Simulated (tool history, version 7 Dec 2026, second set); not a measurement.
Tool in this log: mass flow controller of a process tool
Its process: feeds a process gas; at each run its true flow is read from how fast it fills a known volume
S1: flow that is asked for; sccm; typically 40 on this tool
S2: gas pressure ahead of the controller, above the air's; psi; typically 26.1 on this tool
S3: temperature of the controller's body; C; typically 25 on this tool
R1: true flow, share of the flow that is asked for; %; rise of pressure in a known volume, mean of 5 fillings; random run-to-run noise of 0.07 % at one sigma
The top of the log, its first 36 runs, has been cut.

run	day	S1	S2	S3	R1
37	176.346	14	28.7	23	99.3
38	180.054	14	28.7	23	99.41
39	186.262	14	28.7	23	99.34
40	192.458	18	21.2	21	99.41
41	195.658	40	31	25	100.03
42	200.392	63	38.7	20	100.95
43	206.192	63	38.7	20	100.99
44	211.7	32	28.4	25	99.95
45	217.283	19	25.7	20	99.56
46	221.708	19	25.7	20	99.55
47	226.608	12	26.5	27	98.7

Alternative continuations, all from the tool just after run 47; predict every row:
A	230.858	40	26.5	39	?
B	230.858	19	26.5	27	?
C	230.858	23	26.1	26	?
D	230.858	53	23.2	25	?

run	R1
A	99.18
B	99.11
C	99.44
D	100.07
Had the tool no hidden state, the same runs would have come out as:
run	R1
A	98.5
B	98.84
C	99.04
D	99.3
